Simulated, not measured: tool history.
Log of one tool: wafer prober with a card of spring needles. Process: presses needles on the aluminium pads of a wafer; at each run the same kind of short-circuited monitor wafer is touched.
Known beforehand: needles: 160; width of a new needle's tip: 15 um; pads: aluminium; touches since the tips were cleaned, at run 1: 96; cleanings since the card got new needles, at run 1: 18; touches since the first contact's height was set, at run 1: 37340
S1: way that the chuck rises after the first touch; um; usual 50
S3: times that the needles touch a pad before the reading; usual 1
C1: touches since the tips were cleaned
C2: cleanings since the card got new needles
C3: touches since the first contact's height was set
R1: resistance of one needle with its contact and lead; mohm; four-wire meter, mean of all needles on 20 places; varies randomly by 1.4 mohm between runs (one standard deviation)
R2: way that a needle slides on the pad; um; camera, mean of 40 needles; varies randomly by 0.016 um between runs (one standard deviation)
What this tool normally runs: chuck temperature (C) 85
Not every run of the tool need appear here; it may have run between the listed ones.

run 1 hour=0 | S1=50 chuck_temperature_(C)=85 S3=1 | C1=96 C2=18 C3=37340 | R1=135 R2=6.69
-- hour=5.9 tips cleaned on abrasive film
run 2 hour=9.2 | S1=50 chuck_temperature_(C)=85 S3=1 | C1=1162 C2=19 C3=40551 | R1=192 R2=6.65
-- hour=11.6 tips cleaned on abrasive film
run 3 hour=17 | S1=50 chuck_temperature_(C)=85 S3=1 | C1=1916 C2=20 C3=43307 | R1=219 R2=6.66
-- hour=17.8 tips cleaned on abrasive film
-- hour=23.4 tips cleaned on abrasive film
run 4 hour=28.4 | S1=50 chuck_temperature_(C)=85 S3=1 | C1=1776 C2=22 C3=47265 | R1=216 R2=6.64
-- hour=29.2 tips cleaned on abrasive film
-- hour=35 tips cleaned on abrasive film
run 5 hour=38 | S1=50 chuck_temperature_(C)=29 S3=1 | C1=1071 C2=24 C3=50614 | R1=182 R2=6.62
-- hour=40.7 tips cleaned on abrasive film
run 6 hour=44.1 | S1=50 chuck_temperature_(C)=85 S3=2 | C1=1215 C2=25 C3=52724 | R1=162 R2=6.62
-- hour=46.8 tips cleaned on abrasive film
-- hour=52.6 tips cleaned on abrasive film
run 7 hour=55.3 | S1=50 chuck_temperature_(C)=85 S3=2 | C1=938 C2=27 C3=56621 | R1=161 R2=6.61
-- hour=58.3 tips cleaned on abrasive film
-- hour=63.8 tips cleaned on abrasive film
run 8 hour=64.1 | S1=50 chuck_temperature_(C)=85 S3=2 | C1=101 C2=29 C3=59683 | R1=128 R2=6.6
-- hour=69.8 tips cleaned on abrasive film
-- hour=75.8 tips cleaned on abrasive film
run 9 hour=75.8 | S1=50 chuck_temperature_(C)=30 S3=2 | C1=0 C2=31 C3=63757 | R1=117 R2=6.59
run 10 hour=80.5 | S1=50 chuck_temperature_(C)=30 S3=2 | C1=1656 C2=31 C3=65413 | R1=173 R2=6.56
-- hour=81.6 tips cleaned on abrasive film
run 11 hour=86.6 | S1=50 chuck_temperature_(C)=30 S3=2 | C1=1794 C2=32 C3=67560 | R1=180 R2=6.56
-- hour=87.7 tips cleaned on abrasive film
-- hour=93.7 tips cleaned on abrasive film
run 12 hour=94.4 | S1=50 chuck_temperature_(C)=30 S3=2 | C1=241 C2=34 C3=70229 | R1=126 R2=6.53
-- hour=99.8 tips cleaned on abrasive film
run 13 hour=104.3 | S1=50 chuck_temperature_(C)=30 S3=2 | C1=1587 C2=35 C3=73701 | R1=172 R2=6.52
-- hour=105.9 tips cleaned on abrasive film
-- hour=111.8 tips cleaned on abrasive film
run 14 hour=112.5 | S1=61 chuck_temperature_(C)=30 S3=2 | C1=274 C2=37 C3=76568 | R1=123 R2=8.02
-- hour=117.5 tips cleaned on abrasive film
run 15 hour=118 | S1=61 chuck_temperature_(C)=30 S3=2 | C1=172 C2=38 C3=78463 | R1=117 R2=7.99
-- hour=123.2 tips cleaned on abrasive film
run 16 hour=128.2 | S1=61 chuck_temperature_(C)=30 S3=2 | C1=1765 C2=39 C3=82040 | R1=158 R2=8.02
-- hour=129.2 tips cleaned on abrasive film
-- hour=135.4 tips cleaned on abrasive film
run 17 hour=138.8 | S1=63 chuck_temperature_(C)=76 S3=1 | C1=1232 C2=41 C3=85751 | R1=167 R2=8.27
-- hour=141.5 tips cleaned on abrasive film
-- hour=147.3 tips cleaned on abrasive film
run 18 hour=149.8 | S1=63 chuck_temperature_(C)=76 S3=1 | C1=902 C2=43 C3=89567 | R1=162 R2=8.26
-- hour=153.6 tips cleaned on abrasive film
-- hour=159.2 tips cleaned on abrasive film
run 19 hour=161.1 | S1=39 chuck_temperature_(C)=92 S3=2 | C1=686 C2=45 C3=93504 | R1=184 R2=5
-- hour=165 tips cleaned on abrasive film
-- hour=171.3 tips cleaned on abrasive film
run 20 hour=172.7 | S1=49 chuck_temperature_(C)=92 S3=2 | C1=487 C2=47 C3=97548 | R1=151 R2=6.33
-- hour=177.4 tips cleaned on abrasive film
run 21 hour=179 | S1=63 chuck_temperature_(C)=103 S3=1 | C1=565 C2=48 C3=99751 | R1=151 R2=8.21
-- hour=180.2 height of the first contact set anew
-- hour=183.9 tips cleaned on abrasive film
run 22 hour=184.2 | S1=44 chuck_temperature_(C)=74 S3=2 | C1=111 C2=49 C3=1385 | R1=132 R2=5.48
-- hour=189.5 tips cleaned on abrasive film
run 23 hour=194.4 | S1=44 chuck_temperature_(C)=74 S3=2 | C1=1727 C2=50 C3=4947 | R1=209 R2=5.49
-- hour=195.6 tips cleaned on abrasive film
-- hour=201.1 tips cleaned on abrasive film
run 24 hour=204 | S1=44 chuck_temperature_(C)=74 S3=2 | C1=1032 C2=52 C3=8286 | R1=177 R2=5.49
-- hour=206.7 tips cleaned on abrasive film
-- hour=212.3 tips cleaned on abrasive film
run 25 hour=214.8 | S1=36 chuck_temperature_(C)=41 S3=1 | C1=916 C2=54 C3=12066 | R1=263 R2=4.4
-- hour=218.6 tips cleaned on abrasive film
run 26 hour=223.2 | S1=46 chuck_temperature_(C)=31 S3=1 | C1=1624 C2=55 C3=14995 | R1=244 R2=5.73
-- hour=224.7 tips cleaned on abrasive film
-- hour=226.9 height of the first contact set anew, once more
-- hour=231.3 tips cleaned on abrasive film
run 27 hour=232.5 | S1=60 chuck_temperature_(C)=27 S3=1 | C1=416 C2=57 C3=1918 | R1=131 R2=8.15
-- hour=237.2 tips cleaned on abrasive film
run 28 hour=239 | S1=60 chuck_temperature_(C)=89 S3=1 | C1=627 C2=58 C3=4187 | R1=150 R2=8.13
-- hour=242.8 tips cleaned on abrasive film
-- hour=248.7 tips cleaned on abrasive film
run 29 hour=249 | S1=60 chuck_temperature_(C)=89 S3=1 | C1=126 C2=60 C3=7683 | R1=127 R2=8.11
-- hour=255.1 tips cleaned on abrasive film
run 30 hour=256.2 | S1=50 chuck_temperature_(C)=59 S3=3 | C1=376 C2=61 C3=10197 | R1=130 R2=6.76
-- hour=261.2 tips cleaned on abrasive film
-- hour=267 tips cleaned on abrasive film
run 31 hour=267 | S1=43 chuck_temperature_(C)=91 S3=2 | C1=0 C2=63 C3=13955 | R1=132 R2=5.78

5 options for the next run, each taken on its own from the tool as it stands now. Forecast them:
-- hour=273 tips cleaned on abrasive film
run A hour=275.8 | S1=49 chuck_temperature_(C)=38 S3=1 | C1=979 C2=64 C3=17026 | R1=? R2=?
-- hour=273 tips cleaned on abrasive film
run B hour=275.8 | S1=50 chuck_temperature_(C)=85 S3=3 | C1=979 C2=64 C3=17026 | R1=? R2=?
-- hour=273 tips cleaned on abrasive film
run C hour=275.8 | S1=34 chuck_temperature_(C)=85 S3=2 | C1=979 C2=64 C3=17026 | R1=? R2=?
-- hour=273 tips cleaned on abrasive film
run D hour=275.8 | S1=34 chuck_temperature_(C)=91 S3=2 | C1=979 C2=64 C3=17026 | R1=? R2=?
-- hour=273 tips cleaned on abrasive film
run E hour=275.8 | S1=38 chuck_temperature_(C)=35 S3=2 | C1=979 C2=64 C3=17026 | R1=? R2=?

run=A R1=189 R2=6.59
run=B R1=147 R2=6.72
run=C R1=211 R2=4.55
run=D R1=208 R2=4.57
run=E R1=189 R2=5.09
Stripped of hidden state, with their random variation kept, the same runs would have yielded:
run=A R1=110 R2=6.64
run=B R1=121 R2=6.77
run=C R1=126 R2=4.6
run=D R1=124 R2=4.62
run=E R1=114 R2=5.14
